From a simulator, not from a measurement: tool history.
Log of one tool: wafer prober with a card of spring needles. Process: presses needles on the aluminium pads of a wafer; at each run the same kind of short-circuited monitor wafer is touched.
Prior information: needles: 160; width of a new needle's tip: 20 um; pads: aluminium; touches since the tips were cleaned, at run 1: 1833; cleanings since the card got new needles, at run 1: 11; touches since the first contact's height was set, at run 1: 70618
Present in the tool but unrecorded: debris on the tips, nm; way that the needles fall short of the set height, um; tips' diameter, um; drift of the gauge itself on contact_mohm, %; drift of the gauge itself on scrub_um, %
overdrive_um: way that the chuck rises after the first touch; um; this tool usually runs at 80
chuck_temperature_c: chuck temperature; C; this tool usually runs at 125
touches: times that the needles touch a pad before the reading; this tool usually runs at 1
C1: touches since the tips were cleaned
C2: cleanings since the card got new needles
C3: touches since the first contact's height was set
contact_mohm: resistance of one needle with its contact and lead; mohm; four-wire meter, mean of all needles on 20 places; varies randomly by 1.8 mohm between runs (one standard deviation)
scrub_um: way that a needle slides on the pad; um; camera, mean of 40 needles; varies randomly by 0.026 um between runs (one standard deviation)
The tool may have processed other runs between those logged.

Run 1, day 0.000: usual settings; C1 1833; C2 11; C3 70618. Result: contact_mohm 192 mohm, scrub_um 10.54 um.
Run 2, day 0.275: usual settings but overdrive_um 99 um; C1 4410; C2 11; C3 73195. Result: contact_mohm 185 mohm, scrub_um 13.00 um.
At day 0.383: tips cleaned on abrasive film.
Run 3, day 0.725: usual settings; C1 3221; C2 12; C3 77405. Result: contact_mohm 191 mohm, scrub_um 10.52 um.
At day 0.988: tips cleaned on abrasive film.
Run 4, day 1.175: usual settings but chuck_temperature_c 40 C; C1 1732; C2 13; C3 81599. Result: contact_mohm 171 mohm, scrub_um 10.51 um.
Run 5, day 1.438: usual settings but chuck_temperature_c 40 C; C1 4231; C2 13; C3 84098. Result: contact_mohm 172 mohm, scrub_um 10.51 um.
At day 1.562: tips cleaned on abrasive film.
Run 6, day 1.892: usual settings but overdrive_um 87 um, chuck_temperature_c 40 C; C1 3129; C2 14; C3 88348. Result: contact_mohm 171 mohm, scrub_um 11.45 um.
At day 2.129: tips cleaned on abrasive film.
Run 7, day 2.133: usual settings but touches 3; C1 35; C2 15; C3 90553. Result: contact_mohm 192 mohm, scrub_um 10.53 um.
Run 8, day 2.562: usual settings but touches 3; C1 4087; C2 15; C3 94605. Result: contact_mohm 186 mohm, scrub_um 10.51 um.
At day 2.708: tips cleaned on abrasive film.
Run 9, day 2.904: usual settings but overdrive_um 99 um, chuck_temperature_c 73 C, touches 3; C1 1871; C2 16; C3 97816. Result: contact_mohm 176 mohm, scrub_um 13.04 um.
At day 3.275: tips cleaned on abrasive film.
Run 10, day 3.442: usual settings but overdrive_um 100 um, chuck_temperature_c 27 C, touches 3; C1 1564; C2 17; C3 102827. Result: contact_mohm 171 mohm, scrub_um 13.15 um.
At day 3.854: tips cleaned on abrasive film.
Run 11, day 3.871: usual settings but overdrive_um 100 um, chuck_temperature_c 27 C, touches 3; C1 122; C2 18; C3 106813. Result: contact_mohm 168 mohm, scrub_um 13.03 um.
Run 12, day 4.242: usual settings but overdrive_um 64 um, touches 3; C1 3644; C2 18; C3 110335. Result: contact_mohm 194 mohm, scrub_um 8.39 um.
At day 4.442: tips cleaned on abrasive film.
At day 4.571: height of the first contact set anew.
Run 13, day 4.712: usual settings but chuck_temperature_c 26 C; C1 2452; C2 19; C3 1342. Result: contact_mohm 172 mohm, scrub_um 10.52 um.
At day 5.046: tips cleaned on abrasive film.
Run 14, day 5.046: usual settings but overdrive_um 95 um, chuck_temperature_c 124 C; C1 2; C2 20; C3 4421. Result: contact_mohm 188 mohm, scrub_um 12.40 um.
Run 15, day 5.483: usual settings but chuck_temperature_c 97 C, touches 2; C1 4119; C2 20; C3 8538. Result: contact_mohm 187 mohm, scrub_um 10.45 um.

Below are 4 alternative next runs, each starting from the tool's condition after run 15. Predict each:
At day 5.642: tips cleaned on abrasive film.
Run A, day 5.754: usual settings but overdrive_um 76 um, chuck_temperature_c 89 C; C1 1052; C2 21; C3 11067. Result: contact_mohm ?, scrub_um ?.
At day 5.642: tips cleaned on abrasive film.
Run B, day 5.754: usual settings but chuck_temperature_c 47 C; C1 1052; C2 21; C3 11067. Result: contact_mohm ?, scrub_um ?.
At day 5.642: tips cleaned on abrasive film.
Run C, day 5.754: usual settings but touches 2; C1 1052; C2 21; C3 11067. Result: contact_mohm ?, scrub_um ?.
At day 5.642: tips cleaned on abrasive film.
Run D, day 5.754: usual settings but overdrive_um 85 um, chuck_temperature_c 89 C; C1 1052; C2 21; C3 11067. Result: contact_mohm ?, scrub_um ?.

run  contact_mohm  scrub_um
  A           182      9.90
  B           175     10.47
  C           189     10.42
  D           182     11.07
Stripped of hidden state, with their random variation kept, the same runs would have yielded:
run  contact_mohm  scrub_um
  A           182      9.99
  B           175     10.56
  C           189     10.51
  D           182     11.16

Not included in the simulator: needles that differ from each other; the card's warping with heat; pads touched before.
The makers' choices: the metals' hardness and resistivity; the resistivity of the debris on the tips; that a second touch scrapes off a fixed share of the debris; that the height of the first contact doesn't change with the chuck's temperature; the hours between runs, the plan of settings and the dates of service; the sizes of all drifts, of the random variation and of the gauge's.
